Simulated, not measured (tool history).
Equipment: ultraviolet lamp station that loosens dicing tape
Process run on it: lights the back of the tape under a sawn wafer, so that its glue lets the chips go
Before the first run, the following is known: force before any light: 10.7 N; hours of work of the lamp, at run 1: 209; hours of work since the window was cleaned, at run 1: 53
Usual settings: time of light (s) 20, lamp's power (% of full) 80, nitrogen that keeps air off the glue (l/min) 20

run   hour  time of light (s)  lamp's power (% of full)  nitrogen that keeps air off the glue (l/min)  hours of work of the lamp  hours of work since the window was cleaned  force that peels the tape off (N)  light that reached the tape (mJ/cm²)
  1      0                 20                        80                                            20                        209                                          53                               1.06                                   213
  2   20.5                 16                        80                                            20                        223                                          66                               1.61                                   166
  3   29.7                 20                        80                                            13                        229                                          73                              1.435                                   211
  4   45.3                 29                        80                                            13                        240                                          83                              0.647                                   298
  5   56.5                 20                        80                                            20                        247                                          91                              1.096                                   207
  6   76.1                 19                        80                                            20                        261                                         104                              1.282                                   197
  7   86.9                 19                        80                                            20                        268                                         112                              1.275                                   194
  8  107.8                 19                        80                                            20                        282                                         126                              1.325                                   189
  9  119.7                 20                        80                                            20                        290                                         134                              1.167                                   201
 10  137.2                 20                        80                                            20                        302                                         146                              1.172                                   200
 11  158.3                 20                        80                                            20                        317                                         160                              1.263                                   195
 12  178.5                 20                        80                                            20                        330                                         174                              1.249                                   197
 13  197.3                 20                        80                                            20                        343                                         187                              1.285                                   193
 14  212.6                 14                        82                                            10                        354                                         197                              3.013                                   134
 15  221.4                 14                        82                                            10                        360                                         203                              3.017                                   139
 16  241.3                 11                        72                                            20                        373                                         217                              3.686                                    90
 17  261.4                 13                        60                                            13                        387                                         230                              4.148                                    90
 18  280.9                 13                        60                                            13                        400                                         244                              4.312                                    87
 19  290.4                 20                        93                                            28                        407                                         250                              0.898                                   211
 20  307.1                 29                        93                                            16                        418                                         262                              0.556                                   304
     312.1  -- window cleaned of glue's vapour
 21  329.1                 18                        92                                            40                        433                                          12                              0.688                                   212
 22  342.5                 10                        92                                            40                        442                                          21                              2.214                                   120
 23  363.7                 34                        80                                            20                        456                                          35                              0.379                                   344
 24  376.7                 13                        77                                            20                        465                                          44                              2.581                                   127
 25  387.4                 13                        77                                            20                        472                                          51                              2.586                                   124

Selected run-to-run steps in force that peels the tape off (N), each split into two signed amounts: the part the tool would show with no hidden state at all (from settings, incoming material and random variation), and the remainder, which goes to the hidden state together with any gauge scatter not common to the measured and the hidden-state-free results:
The hidden state here: lamp's light, % of a new lamp's; light that the window lets through, % of a clean one's; drift of the gauge itself on peel_n, %; drift of the gauge itself on dose_mj_cm2, %.
Run 18 -> 19: time of light (s) 13 -> 20, lamp's power (% of full) 60 -> 93, nitrogen that keeps air off the glue (l/min) 13 -> 28. force that peels the tape off (N) -3.414: hidden state -0.516, all else -2.898.
Run 23 -> 24: time of light (s) 34 -> 13, lamp's power (% of full) 80 -> 77. force that peels the tape off (N) +2.202: hidden state +0.363, all else +1.839.
